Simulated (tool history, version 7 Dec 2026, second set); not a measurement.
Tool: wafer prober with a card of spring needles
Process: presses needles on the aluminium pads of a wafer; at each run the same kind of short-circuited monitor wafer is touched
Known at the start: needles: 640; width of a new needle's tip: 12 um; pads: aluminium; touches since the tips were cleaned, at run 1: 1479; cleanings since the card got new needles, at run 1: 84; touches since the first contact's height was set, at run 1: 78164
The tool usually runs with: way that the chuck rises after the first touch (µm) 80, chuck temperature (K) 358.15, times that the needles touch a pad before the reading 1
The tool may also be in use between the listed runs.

run   hour  way that the chuck rises after the first touch (µm)  chuck temperature (K)  times that the needles touch a pad before the reading  touches since the tips were cleaned  cleanings since the card got new needles  touches since the first contact's height was set  resistance of one needle with its contact and lead (mohm)  way that a needle slides on the pad (µm)
  1      0                                                   80                 358.15                                                      1                                 1479                                        84                                             78164                                                        221                                     13.65
       3.3  -- tips cleaned on abrasive film
      12.8  -- tips cleaned on abrasive film
  2   12.8                                                   80                 358.15                                                      1                                    0                                        86                                             80826                                                        195                                     13.79
      23.2  -- tips cleaned on abrasive film
  3   31.5                                                   80                 358.15                                                      1                                 1731                                        87                                             84733                                                        218                                      13.8
      32.7  -- tips cleaned on abrasive film
      42.7  -- tips cleaned on abrasive film
  4     47                                                   80                 334.15                                                      1                                  916                                        89                                             87970                                                        210                                     13.75
      51.6  -- tips cleaned on abrasive film
      60.7  -- tips cleaned on abrasive film
  5   60.7                                                   80                 334.15                                                      1                                    0                                        91                                             90806                                                        195                                      13.6
        68  -- height of the first contact set anew
      70.1  -- tips cleaned on abrasive film
  6   74.9                                                   80                 334.15                                                      1                                 1009                                        92                                              1429                                                        208                                     13.31
      79.7  -- tips cleaned on abrasive film
        89  -- tips cleaned on abrasive film
  7   95.1                                                   80                 334.15                                                      1                                 1293                                        94                                              5658                                                        213                                     13.31
      97.8  -- tips cleaned on abrasive film
  8  106.2                                                   80                 334.15                                                      1                                 1762                                        95                                              7962                                                        215                                      13.2
     107.3  -- tips cleaned on abrasive film
     116.6  -- tips cleaned on abrasive film
  9  125.1                                                   80                 379.15                                                      1                                 1786                                        97                                             11908                                                        230                                     13.09
     126.6  -- tips cleaned on abrasive film
     135.6  -- tips cleaned on abrasive film
 10  140.3                                                   80                 379.15                                                      1                                  982                                        99                                             15076                                                        216                                     13.18
     145.9  -- tips cleaned on abrasive film
 11  151.7                                                   63                 309.15                                                      1                                 1238                                       100                                             17468                                                        218                                     10.15
     154.8  -- tips cleaned on abrasive film
 12  162.5                                                   80                 299.15                                                      2                                 1618                                       101                                             19715                                                        199                                     13.14
     164.2  -- tips cleaned on abrasive film
     173.1  -- tips cleaned on abrasive film
     178.1  -- height of the first contact set anew, once more
 13  178.1                                                   86                 370.15                                                      2                                  981                                       103                                                 0                                                        203                                     15.66
     183.4  -- tips cleaned on abrasive film
     192.7  -- tips cleaned on abrasive film
 14  192.7                                                   86                 370.15                                                      2                                    0                                       105                                              3034                                                        194                                     15.48
     203.2  -- tips cleaned on abrasive film
 15  207.4                                                   86                 370.15                                                      2                                  888                                       106                                              6113                                                        201                                      15.3
     212.3  -- tips cleaned on abrasive film
     221.2  -- tips cleaned on abrasive film
 16  226.2                                                   86                 370.15                                                      2                                 1063                                       108                                             10044                                                        205                                     15.27
       231  -- tips cleaned on abrasive film
 17  236.4                                                   70                 316.15                                                      2                                 1135                                       109                                             12169                                                        199                                      12.5
     240.6  -- tips cleaned on abrasive film
     250.1  -- tips cleaned on abrasive film
 18  251.1                                                   71                 305.15                                                      1                                  200                                       111                                             15222                                                        193                                     12.64
       259  -- tips cleaned on abrasive film
 19  260.4                                                   71                 305.15                                                      1                                  297                                       112                                             17171                                                        192                                     12.59
     268.1  -- tips cleaned on abrasive film
       278  -- tips cleaned on abrasive film
 20    282                                                   71                 305.15                                                      1                                  834                                       114                                             21675                                                        205                                      12.7

Predict each of these 4 candidate next runs independently; none follows another, all start after run 20:
     288.2  -- tips cleaned on abrasive film
  A  296.2                                                   71                 355.15                                                      2                                 1693                                       115                                             24655                                                          ?                                         ?
     288.2  -- tips cleaned on abrasive film
  B  296.2                                                   71                 324.15                                                      1                                 1693                                       115                                             24655                                                          ?                                         ?
     288.2  -- tips cleaned on abrasive film
  C  296.2                                                   80                 307.15                                                      1                                 1693                                       115                                             24655                                                          ?                                         ?
     288.2  -- tips cleaned on abrasive film
  D  296.2                                                   92                 358.15                                                      1                                 1693                                       115                                             24655                                                          ?                                         ?

run  resistance of one needle with its contact and lead (mohm)  way that a needle slides on the pad (µm)
  A                                                        209                                     12.62
  B                                                        218                                     12.51
  C                                                        211                                     14.18
  D                                                        213                                     16.44
Had the tool no hidden state, the same runs would have come out as:
run  resistance of one needle with its contact and lead (mohm)  way that a needle slides on the pad (µm)
  A                                                        191                                      12.8
  B                                                        186                                     12.68
  C                                                        182                                     14.36
  D                                                        192                                     16.61
